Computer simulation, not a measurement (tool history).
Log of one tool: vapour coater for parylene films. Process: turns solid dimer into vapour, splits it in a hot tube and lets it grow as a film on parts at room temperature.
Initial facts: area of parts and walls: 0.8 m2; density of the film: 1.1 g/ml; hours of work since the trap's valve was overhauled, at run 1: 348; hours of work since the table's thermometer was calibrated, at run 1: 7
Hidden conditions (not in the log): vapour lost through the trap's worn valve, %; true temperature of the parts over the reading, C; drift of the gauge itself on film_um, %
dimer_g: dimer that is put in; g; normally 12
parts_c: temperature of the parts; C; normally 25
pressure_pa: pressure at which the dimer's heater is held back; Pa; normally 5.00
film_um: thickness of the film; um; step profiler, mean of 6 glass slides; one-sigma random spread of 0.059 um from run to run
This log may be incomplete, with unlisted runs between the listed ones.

run,hour,dimer_g,parts_c,pressure_pa,hours of work since the trap's valve was overhauled,hours of work since the table's thermometer was calibrated,film_um
1,0.0,12,25,5.00,348,7,6.35
2,19.7,12,25,5.00,360,19,6.42
3,29.3,12,25,5.00,366,25,6.34
4,46.7,12,25,5.00,377,36,6.37
5,63.3,12,25,2.36,387,46,7.17
6,73.2,12,25,5.00,394,52,6.37
7,83.0,12,25,5.00,400,58,6.33
8,96.5,12,25,5.00,408,67,6.28
9,114.9,12,25,5.00,419,78,6.34
10,128.5,12,34,5.00,428,87,5.23
11,144.5,12,25,3.33,438,97,6.77
12,162.8,12,25,5.87,449,108,6.02
13,176.5,7,25,5.87,458,117,3.59
14,193.0,7,25,5.87,468,127,3.59
15,208.5,7,25,5.87,478,137,3.60
16,228.6,7,25,5.87,490,149,3.56
17,247.8,7,25,5.87,502,161,3.50
18,264.9,7,25,5.87,513,172,3.50
19,276.3,7,25,5.87,520,179,3.52
20,287.3,7,25,5.87,527,186,3.45
# hour 294.3: trap's valve overhauled
21,304.9,11,25,5.87,7,194,6.14
22,318.0,11,25,5.87,15,202,6.20
23,327.4,12,25,5.87,21,208,6.60
24,342.8,12,25,6.60,30,218,6.56
25,353.5,10,25,2.18,37,224,6.50
26,365.1,13,23,5.65,44,231,7.60
27,383.5,13,33,2.07,56,243,7.34
28,397.2,9,25,8.72,64,251,4.63
29,417.6,14,18,8.72,77,264,8.17
30,432.9,7,33,6.95,86,274,3.21
31,442.4,13,25,3.44,92,280,7.75
32,458.3,6,25,5.00,102,290,3.38
33,473.1,8,25,8.40,111,299,4.12
34,491.1,8,25,8.40,123,310,4.21
35,500.7,16,37,7.41,128,316,6.60
36,517.1,16,37,7.41,139,326,6.63
37,533.2,12,18,5.00,149,336,7.63
38,551.7,8,18,7.46,160,348,4.75
39,563.5,8,18,6.44,168,355,4.86
40,572.1,18,25,3.66,173,360,10.49
41,586.6,14,29,5.00,182,369,7.24
42,595.1,11,32,2.70,187,375,5.85
43,613.9,11,32,2.70,199,386,5.83

5 ways to go on from here, each from the tool as it stands after run 43. What would each give?
A,626.2,12,26,5.00,207,394,?
B,626.2,14,35,2.21,207,394,?
C,626.2,13,31,5.00,207,394,?
D,626.2,12,30,5.00,207,394,?
E,626.2,5,25,2.08,207,394,?

run,film_um
A,6.38
B,7.24
C,6.32
D,5.97
E,3.20
Had the tool no hidden state, the same runs would have come out as:
run,film_um
A,6.73
B,7.63
C,6.67
D,6.29
E,3.38

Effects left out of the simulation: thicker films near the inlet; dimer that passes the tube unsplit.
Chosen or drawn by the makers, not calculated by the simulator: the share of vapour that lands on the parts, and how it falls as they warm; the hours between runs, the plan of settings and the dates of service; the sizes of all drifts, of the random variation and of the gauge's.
